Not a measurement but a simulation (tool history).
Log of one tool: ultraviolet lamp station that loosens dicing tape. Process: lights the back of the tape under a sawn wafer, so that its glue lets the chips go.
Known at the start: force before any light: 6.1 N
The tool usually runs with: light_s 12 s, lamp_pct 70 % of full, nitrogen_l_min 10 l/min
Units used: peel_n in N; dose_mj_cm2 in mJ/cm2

| run | hour | light_s | lamp_pct | nitrogen_l_min | peel_n | dose_mj_cm2 |
|---|---|---|---|---|---|---|
| 1 | 0 | 12 | 70 | 10 | 0.477 | 352 |
|  | 11.4 | window cleaned of glue's vapour |
| 2 | 17.9 | 12 | 70 | 10 | 0.408 | 381 |
| 3 | 30.4 | 12 | 70 | 10 | 0.399 | 379 |
| 4 | 41.1 | 12 | 70 | 10 | 0.421 | 381 |
| 5 | 49.4 | 12 | 70 | 10 | 0.416 | 382 |
| 6 | 63 | 12 | 70 | 10 | 0.44 | 381 |
| 7 | 77.2 | 12 | 70 | 10 | 0.459 | 372 |
| 8 | 85.5 | 12 | 75 | 10 | 0.397 | 399 |
| 9 | 97.1 | 9 | 70 | 10 | 0.74 | 277 |
| 10 | 109.2 | 9 | 70 | 10 | 0.741 | 273 |
| 11 | 122.3 | 9 | 70 | 10 | 0.736 | 271 |
| 12 | 140.5 | 9 | 70 | 3 | 1.646 | 270 |
| 13 | 151.4 | 9 | 70 | 6 | 1.097 | 269 |
| 14 | 166.4 | 9 | 70 | 6 | 1.087 | 271 |
| 15 | 174.6 | 12 | 70 | 3 | 1.107 | 358 |
| 16 | 188.5 | 12 | 70 | 3 | 1.097 | 354 |
| 17 | 198.8 | 12 | 70 | 13 | 0.405 | 346 |
| 18 | 207.4 | 18 | 70 | 7 | 0.32 | 526 |
| 19 | 217.1 | 18 | 70 | 7 | 0.307 | 515 |
| 20 | 229.7 | 18 | 70 | 7 | 0.33 | 518 |
| 21 | 241 | 23 | 80 | 3 | 0.305 | 743 |
| 22 | 258.7 | 20 | 80 | 6 | 0.284 | 641 |
| 23 | 271.9 | 20 | 80 | 6 | 0.273 | 644 |
| 24 | 288.9 | 19 | 70 | 18 | 0.213 | 538 |
| 25 | 300.8 | 11 | 83 | 18 | 0.326 | 361 |
| 26 | 308.3 | 11 | 83 | 18 | 0.342 | 361 |

Forecast each of these 4 alternatives for the next run:
| A | 316.9 | 17 | 60 | 13 | ? | ? |
| B | 316.9 | 13 | 73 | 17 | ? | ? |
| C | 316.9 | 11 | 89 | 18 | ? | ? |
| D | 316.9 | 11 | 68 | 18 | ? | ? |

| run | peel_n | dose_mj_cm2 |
|---|---|---|
| A | 0.334 | 396 |
| B | 0.335 | 380 |
| C | 0.308 | 384 |
| D | 0.443 | 297 |
Take away the tool's hidden state, keep each run's random variation, and the runs would have read:
| run | peel_n | dose_mj_cm2 |
|---|---|---|
| A | 0.251 | 506 |
| B | 0.257 | 484 |
| C | 0.243 | 490 |
| D | 0.302 | 378 |

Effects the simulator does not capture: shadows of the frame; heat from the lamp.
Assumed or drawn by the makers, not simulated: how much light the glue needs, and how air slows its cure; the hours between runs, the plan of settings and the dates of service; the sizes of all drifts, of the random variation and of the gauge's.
